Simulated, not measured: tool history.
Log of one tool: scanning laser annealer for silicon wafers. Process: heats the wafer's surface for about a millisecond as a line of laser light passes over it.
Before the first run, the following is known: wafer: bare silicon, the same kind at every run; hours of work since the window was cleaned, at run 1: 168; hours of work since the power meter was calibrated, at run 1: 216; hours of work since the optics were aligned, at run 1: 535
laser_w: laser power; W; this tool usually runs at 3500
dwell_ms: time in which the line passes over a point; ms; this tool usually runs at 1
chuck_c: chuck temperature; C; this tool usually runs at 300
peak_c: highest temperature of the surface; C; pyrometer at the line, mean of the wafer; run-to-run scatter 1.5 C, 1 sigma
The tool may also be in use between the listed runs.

| run | day | laser_w | dwell_ms | chuck_c | hours of work since the window was cleaned | hours of work since the power meter was calibrated | hours of work since the optics were aligned | peak_c |
|---|---|---|---|---|---|---|---|---|
| 1 | 0 | 3500 | 1 | 300 | 168 | 216 | 535 | 1024 |
| 2 | 0.279 | 3500 | 1 | 300 | 172 | 220 | 539 | 1022 |
| 3 | 0.754 | 3500 | 1 | 300 | 178 | 226 | 545 | 1022 |
| 4 | 1.204 | 3500 | 1 | 300 | 184 | 232 | 551 | 1023 |
| 5 | 1.642 | 3500 | 1 | 276 | 190 | 238 | 557 | 998 |
| 6 | 1.896 | 3500 | 1 | 300 | 193 | 242 | 561 | 1024 |
| 7 | 2.154 | 3500 | 0.81 | 300 | 197 | 245 | 564 | 956 |
| 8 | 2.642 | 3500 | 1 | 300 | 203 | 252 | 571 | 1019 |
| 9 | 3.021 | 3791 | 1 | 300 | 209 | 257 | 576 | 1081 |
| 10 | 3.25 | 3791 | 1 | 300 | 212 | 260 | 579 | 1082 |
| 11 | 3.65 | 3791 | 1 | 300 | 217 | 265 | 584 | 1085 |
| 12 | 4.021 | 3500 | 1 | 300 | 222 | 270 | 589 | 1018 |
| 13 | 4.304 | 3500 | 1 | 300 | 226 | 274 | 593 | 1019 |
| 14 | 4.671 | 3500 | 1 | 300 | 231 | 279 | 598 | 1019 |
| 15 | 4.988 | 3500 | 1 | 300 | 235 | 283 | 602 | 1020 |
| 16 | 5.292 | 3500 | 0.72 | 300 | 239 | 287 | 606 | 922 |
| 17 | 5.512 | 3500 | 0.72 | 300 | 242 | 290 | 609 | 923 |
| 18 | 5.962 | 3121 | 1 | 300 | 248 | 296 | 615 | 940 |
| 19 | 6.362 | 3121 | 1 | 300 | 254 | 302 | 621 | 938 |
| 20 | 6.804 | 3121 | 1 | 300 | 259 | 308 | 627 | 940 |
| 21 | 7.229 | 3121 | 1 | 300 | 265 | 313 | 633 | 939 |
| 22 | 7.567 | 3121 | 1 | 300 | 270 | 318 | 637 | 936 |
| 23 | 7.846 | 3121 | 1 | 300 | 274 | 322 | 641 | 937 |
| 24 | 8.179 | 3457 | 0.94 | 336 | 278 | 326 | 645 | 1026 |
| 25 | 8.571 | 3457 | 0.94 | 336 | 283 | 331 | 651 | 1025 |
| 26 | 8.971 | 3251 | 0.85 | 299 | 289 | 337 | 656 | 916 |
| 27 | 9.392 | 3041 | 0.9 | 339 | 294 | 342 | 662 | 931 |
| 28 | 9.917 | 3041 | 0.84 | 311 | 301 | 350 | 669 | 885 |
| 29 | 10.292 | 3647 | 0.96 | 311 | 306 | 355 | 674 | 1043 |
| 30 | 10.696 | 3050 | 0.96 | 302 | 312 | 360 | 679 | 913 |
| 31 | 11.042 | 3050 | 0.96 | 302 | 317 | 365 | 684 | 912 |
| 32 | 11.292 | 3050 | 0.96 | 302 | 320 | 368 | 687 | 911 |
| 33 | 11.567 | 3050 | 1.19 | 328 | 324 | 372 | 691 | 1000 |
| 34 | 12.008 | 3050 | 1.19 | 328 | 330 | 378 | 697 | 999 |
| 35 | 12.288 | 3651 | 1.03 | 294 | 333 | 381 | 701 | 1050 |
| 36 | 12.796 | 3651 | 1.03 | 281 | 340 | 388 | 707 | 1035 |
| 37 | 13.262 | 3651 | 1.03 | 281 | 346 | 395 | 714 | 1036 |
| 38 | 13.575 | 3651 | 1.03 | 261 | 351 | 399 | 718 | 1017 |
| 39 | 13.892 | 3632 | 0.91 | 287 | 355 | 403 | 722 | 996 |
| 40 | 14.408 | 3632 | 0.91 | 287 | 362 | 410 | 729 | 995 |

Pick out some run-to-run changes in peak_c. Of each, how much would a tool without hidden state show as well, from the settings, what came in and chance, and how much is left for the hidden state and any gauge scatter not in both results compared?
Hidden conditions of the tool in this case: light that passes the window, % of a clean one's; laser's true power over the reading, %; width of the line over the set one, %; drift of the gauge itself on peak_c, C.
Run 25 -> 26: laser_w 3457 -> 3251, dwell_ms 0.94 -> 0.85, chuck_c 336 -> 299. peak_c -109 C: hidden state +2, all else -111.
Run 28 -> 29: laser_w 3041 -> 3647, dwell_ms 0.84 -> 0.96. peak_c +158 C: hidden state -6, all else +164.
Run 29 -> 30: laser_w 3647 -> 3050, chuck_c 311 -> 302. peak_c -130 C: hidden state +5, all else -135.
Run 34 -> 35: laser_w 3050 -> 3651, dwell_ms 1.19 -> 1.03, chuck_c 328 -> 294. peak_c +51 C: hidden state -4, all else +55.

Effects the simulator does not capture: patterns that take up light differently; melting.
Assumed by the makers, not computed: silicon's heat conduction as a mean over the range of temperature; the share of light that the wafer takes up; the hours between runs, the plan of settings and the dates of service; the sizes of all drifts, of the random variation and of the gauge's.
